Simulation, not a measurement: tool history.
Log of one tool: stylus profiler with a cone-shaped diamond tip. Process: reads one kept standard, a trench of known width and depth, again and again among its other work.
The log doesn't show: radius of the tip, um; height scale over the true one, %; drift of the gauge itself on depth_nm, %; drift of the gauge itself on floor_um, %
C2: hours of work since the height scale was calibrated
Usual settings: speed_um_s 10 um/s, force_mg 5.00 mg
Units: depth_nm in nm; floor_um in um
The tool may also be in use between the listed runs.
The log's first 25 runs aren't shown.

{"run": 26, "day": 42.408, "speed_um_s": 3, "force_mg": 2.23, "scans with this tip": 20994, "C2": 999, "depth_nm": 510.84, "floor_um": 14.54}
{"run": 27, "day": 43.858, "speed_um_s": 8, "force_mg": 2.51, "scans with this tip": 21218, "C2": 1023, "depth_nm": 511.61, "floor_um": 14.49}
{"run": 28, "day": 45.975, "speed_um_s": 16, "force_mg": 1.88, "scans with this tip": 21545, "C2": 1059, "depth_nm": 510.03, "floor_um": 14.45}
{"run": 29, "day": 47.933, "speed_um_s": 16, "force_mg": 1.88, "scans with this tip": 21847, "C2": 1092, "depth_nm": 510.35, "floor_um": 14.36}
{"run": 30, "day": 49.062, "speed_um_s": 8, "force_mg": 2.66, "scans with this tip": 22021, "C2": 1111, "depth_nm": 512.08, "floor_um": 14.41}
{"day": 49.817, "done": "new tip fitted, height scale calibrated"}
{"run": 31, "day": 51.429, "speed_um_s": 8, "force_mg": 2.66, "scans with this tip": 249, "C2": 27, "depth_nm": 509.58, "floor_um": 16.89}
{"run": 32, "day": 52.671, "speed_um_s": 30, "force_mg": 4.11, "scans with this tip": 441, "C2": 48, "depth_nm": 512.52, "floor_um": 16.74}
{"run": 33, "day": 53.858, "speed_um_s": 14, "force_mg": 8.05, "scans with this tip": 624, "C2": 68, "depth_nm": 519.34, "floor_um": 16.83}
{"run": 34, "day": 55.054, "speed_um_s": 14, "force_mg": 8.05, "scans with this tip": 809, "C2": 88, "depth_nm": 519.65, "floor_um": 16.83}
{"run": 35, "day": 57.217, "speed_um_s": 36, "force_mg": 3.23, "scans with this tip": 1142, "C2": 124, "depth_nm": 511.12, "floor_um": 16.55}
{"run": 36, "day": 58.904, "speed_um_s": 36, "force_mg": 3.23, "scans with this tip": 1403, "C2": 152, "depth_nm": 510.94, "floor_um": 16.6}
{"run": 37, "day": 60.354, "speed_um_s": 36, "force_mg": 3.23, "scans with this tip": 1627, "C2": 177, "depth_nm": 511.14, "floor_um": 16.48}
{"run": 38, "day": 62.221, "speed_um_s": 36, "force_mg": 9.61, "scans with this tip": 1915, "C2": 208, "depth_nm": 522.2, "floor_um": 16.55}
{"run": 39, "day": 64.683, "speed_um_s": 5, "force_mg": 1.68, "scans with this tip": 2295, "C2": 249, "depth_nm": 507.44, "floor_um": 16.53}
{"run": 40, "day": 66.642, "speed_um_s": 5, "force_mg": 2.47, "scans with this tip": 2598, "C2": 282, "depth_nm": 509.62, "floor_um": 16.52}
{"run": 41, "day": 68.362, "speed_um_s": 11, "force_mg": 5.0, "scans with this tip": 2863, "C2": 311, "depth_nm": 514.91, "floor_um": 16.43}
{"run": 42, "day": 70.879, "speed_um_s": 19, "force_mg": 5.0, "scans with this tip": 3251, "C2": 353, "depth_nm": 515.0, "floor_um": 16.44}
{"run": 43, "day": 73.2, "speed_um_s": 10, "force_mg": 11.17, "scans with this tip": 3610, "C2": 392, "depth_nm": 525.14, "floor_um": 16.37}
{"run": 44, "day": 75.708, "speed_um_s": 2, "force_mg": 4.04, "scans with this tip": 3997, "C2": 434, "depth_nm": 513.7, "floor_um": 16.38}

Forecast each of these 5 alternatives for the next run:
{"run": "A", "day": 77.417, "speed_um_s": 12, "force_mg": 5.0, "scans with this tip": 4261, "C2": 462, "depth_nm": "?", "floor_um": "?"}
{"run": "B", "day": 77.417, "speed_um_s": 29, "force_mg": 2.29, "scans with this tip": 4261, "C2": 462, "depth_nm": "?", "floor_um": "?"}
{"run": "C", "day": 77.417, "speed_um_s": 2, "force_mg": 1.77, "scans with this tip": 4261, "C2": 462, "depth_nm": "?", "floor_um": "?"}
{"run": "D", "day": 77.417, "speed_um_s": 2, "force_mg": 2.31, "scans with this tip": 4261, "C2": 462, "depth_nm": "?", "floor_um": "?"}
{"run": "E", "day": 77.417, "speed_um_s": 10, "force_mg": 2.11, "scans with this tip": 4261, "C2": 462, "depth_nm": "?", "floor_um": "?"}

run=A depth_nm=515.03 floor_um=16.28
run=B depth_nm=509.64 floor_um=16.11
run=C depth_nm=508.49 floor_um=16.31
run=D depth_nm=509.60 floor_um=16.29
run=E depth_nm=509.09 floor_um=16.29
Without the tool's hidden state the same runs would have given:
run=A depth_nm=513.54 floor_um=16.97
run=B depth_nm=508.17 floor_um=16.80
run=C depth_nm=507.02 floor_um=17.00
run=D depth_nm=508.12 floor_um=16.97
run=E depth_nm=507.61 floor_um=16.98

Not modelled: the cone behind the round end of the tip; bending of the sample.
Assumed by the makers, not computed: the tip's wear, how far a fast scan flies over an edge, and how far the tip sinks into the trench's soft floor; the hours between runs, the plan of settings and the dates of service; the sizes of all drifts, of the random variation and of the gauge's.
